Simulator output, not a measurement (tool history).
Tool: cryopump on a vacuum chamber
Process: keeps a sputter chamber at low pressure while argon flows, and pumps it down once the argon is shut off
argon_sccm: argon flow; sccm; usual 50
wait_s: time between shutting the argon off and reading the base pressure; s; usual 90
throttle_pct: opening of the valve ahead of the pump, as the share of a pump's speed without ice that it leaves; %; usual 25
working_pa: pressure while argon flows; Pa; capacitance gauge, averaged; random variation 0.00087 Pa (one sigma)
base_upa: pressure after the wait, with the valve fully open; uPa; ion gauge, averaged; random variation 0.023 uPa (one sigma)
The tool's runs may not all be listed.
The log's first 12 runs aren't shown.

run	day	argon_sccm	wait_s	throttle_pct	hours of work since the pump was warmed up and emptied	hours of work since the cold head was overhauled	hours of work since the chamber's fittings were tightened	working_pa	base_upa
13	13.412	50	28	32	432	432	2580	0.1521	2.5
14	14.538	50	28	32	444	444	2592	0.1506	2.5
15	15.767	50	28	32	457	457	2604	0.1524	2.45
16	17.067	50	28	32	470	470	2618	0.1521	2.51
17	18.533	50	28	32	485	485	2633	0.1519	2.49
18	19.562	26	55	25	496	496	2644	0.1001	1.47
19	20.904	26	141	40	510	510	2657	0.0648	0.87
20	21.562	24	45	24	516	516	2664	0.0958	1.73
21	22.804	89	46	37	529	529	2677	0.2421	1.7
22	24.146	62	162	25	543	543	2691	0.2398	0.82
23	25.125	62	162	25	553	553	2701	0.2408	0.83
24	25.775	28	46	25	560	560	2708	0.1089	1.76
25	27.054	70	74	25	573	573	2721	0.2731	1.27
26	28.421	73	165	47	587	587	2735	0.1635	0.82
27	29.258	31	50	23	596	596	2743	0.1298	1.59
28	29.954	23	266	27	603	603	2751	0.0837	0.78
29	30.742	33	90	25	611	611	2759	0.1298	1.11
30	31.883	31	134	39	623	623	2770	0.0817	0.95

Forecast each of these 4 alternatives for the next run:
A	33.238	31	134	43	637	637	2784	?	?
B	33.238	50	101	25	637	637	2784	?	?
C	33.238	50	155	25	637	637	2784	?	?
D	33.238	21	232	27	637	637	2784	?	?

run	working_pa	base_upa
A	0.076	0.94
B	0.1971	1.1
C	0.1971	0.9
D	0.0768	0.76
Without the tool's hidden state the same runs would have given:
run	working_pa	base_upa
A	0.0646	0.59
B	0.1786	0.75
C	0.1787	0.54
D	0.0691	0.4

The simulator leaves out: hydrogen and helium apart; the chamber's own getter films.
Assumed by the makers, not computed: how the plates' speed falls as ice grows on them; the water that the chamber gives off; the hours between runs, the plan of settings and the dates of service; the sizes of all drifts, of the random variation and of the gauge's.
